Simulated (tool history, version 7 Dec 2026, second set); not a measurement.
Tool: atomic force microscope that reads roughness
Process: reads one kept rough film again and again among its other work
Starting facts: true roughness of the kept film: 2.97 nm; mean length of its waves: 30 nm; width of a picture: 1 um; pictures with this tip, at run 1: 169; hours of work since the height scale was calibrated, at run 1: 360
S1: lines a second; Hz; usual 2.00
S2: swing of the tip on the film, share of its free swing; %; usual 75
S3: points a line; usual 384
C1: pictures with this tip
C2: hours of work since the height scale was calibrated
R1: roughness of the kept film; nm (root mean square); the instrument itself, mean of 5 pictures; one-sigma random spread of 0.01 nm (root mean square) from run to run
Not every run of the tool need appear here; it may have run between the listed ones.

run,hour,S1,S2,S3,C1,C2,R1
1,0.0,2.00,75,384,169,360,2.152
2,6.3,2.00,72,384,181,365,2.181
3,15.9,2.00,72,384,199,372,2.165
4,22.1,2.00,75,384,210,377,2.127
5,28.6,2.00,75,384,222,382,2.116
6,36.4,2.00,75,384,237,388,2.095
7,45.2,2.00,75,384,253,395,2.094
# hour 48.8: new tip fitted
8,58.9,2.00,64,384,19,405,2.427
9,69.6,2.00,64,384,39,413,2.446
10,75.7,2.00,64,384,50,418,2.405
11,89.3,2.00,71,384,75,428,2.295
12,98.9,2.00,71,384,93,436,2.293
13,111.8,2.00,71,384,117,446,2.260
14,119.1,2.00,71,384,131,451,2.250
15,130.1,2.00,71,384,151,460,2.226
16,138.4,2.00,71,384,167,466,2.215
17,145.2,2.00,71,384,179,471,2.226
18,153.0,2.00,71,384,194,477,2.203
19,166.1,2.00,71,384,218,487,2.172
20,175.1,2.00,71,384,235,494,2.148
# hour 188.0: new tip fitted
21,188.0,2.00,71,384,0,504,2.350
22,198.6,2.00,71,384,20,512,2.372
23,213.2,2.00,75,384,47,523,2.268
24,226.6,2.00,75,384,72,534,2.229
25,234.9,1.94,75,384,87,540,2.232
26,246.6,1.94,75,384,109,549,2.241
# hour 248.5: height scale calibrated on a step standard
27,259.5,1.94,75,384,131,8,2.196
28,266.0,1.94,75,384,143,13,2.190
29,275.6,0.88,57,290,161,21,2.434
# hour 277.6: height scale calibrated on a step standard, once more
30,283.9,2.08,82,303,175,5,2.026
31,295.5,2.00,75,323,196,14,2.138
32,308.8,2.00,75,911,221,24,2.153
33,322.8,2.00,76,384,247,35,2.103
# hour 329.5: new tip fitted
34,334.2,2.03,69,543,8,43,2.401
35,347.7,2.00,64,284,33,54,2.431
36,359.5,2.00,64,284,55,63,2.416
37,373.2,2.00,64,284,81,73,2.370
38,379.4,2.00,64,284,92,78,2.373
39,392.6,0.53,82,384,117,88,2.414
40,405.9,0.53,82,384,142,98,2.417
41,418.6,0.53,82,384,165,108,2.368
42,431.0,0.53,82,384,188,118,2.355
43,439.3,0.53,77,285,204,124,2.357
44,448.8,0.53,77,285,222,131,2.323
45,460.5,2.00,75,296,243,140,2.090
# hour 469.6: new tip fitted
46,471.7,1.71,65,462,4,149,2.493
47,484.2,1.71,65,462,27,158,2.492
48,496.2,2.00,88,306,50,167,2.037
49,508.5,2.00,87,582,73,177,2.059
50,516.4,1.42,89,927,87,183,2.155
51,529.5,3.85,75,384,112,193,1.994
52,537.7,1.51,75,384,127,199,2.307

Take each entry between the runs: how does the hidden state at the last listed run before it differ from the hidden state at the first listed run after it?
In the gap between runs 7 and 8: new tip fitted (hour 48.8)
  radius of the tip, nm: 16.8 -> 8.3; height scale over the true one, %: -0.65 -> -0.66
  measured minus no-state result, R1: -0.260 -> -0.054 nm (root mean square)
In the gap between runs 20 and 21: new tip fitted (hour 188.0)
  radius of the tip, nm: 16 -> 7.6; height scale over the true one, %: -0.75 -> -0.76
  measured minus no-state result, R1: -0.249 -> -0.035 nm (root mean square)
In the gap between runs 26 and 27: height scale calibrated on a step standard (hour 248.5)
  radius of the tip, nm: 11.4 -> 12.2; height scale over the true one, %: -0.81 -> -1.01
  measured minus no-state result, R1: -0.137 -> -0.160 nm (root mean square)
In the gap between runs 29 and 30: height scale calibrated on a step standard, once more (hour 277.6)
  radius of the tip, nm: 13.3 -> 13.8; height scale over the true one, %: -1.02 -> 0.06
  measured minus no-state result, R1: -0.207 -> -0.163 nm (root mean square)
In the gap between runs 33 and 34: new tip fitted (hour 329.5)
  radius of the tip, nm: 16.4 -> 7.9; height scale over the true one, %: 0.03 -> 0.02
  measured minus no-state result, R1: -0.234 -> -0.026 nm (root mean square)
In the gap between runs 45 and 46: new tip fitted (hour 469.6)
  radius of the tip, nm: 16.2 -> 7.3
  measured minus no-state result, R1: -0.232 -> -0.011 nm (root mean square)

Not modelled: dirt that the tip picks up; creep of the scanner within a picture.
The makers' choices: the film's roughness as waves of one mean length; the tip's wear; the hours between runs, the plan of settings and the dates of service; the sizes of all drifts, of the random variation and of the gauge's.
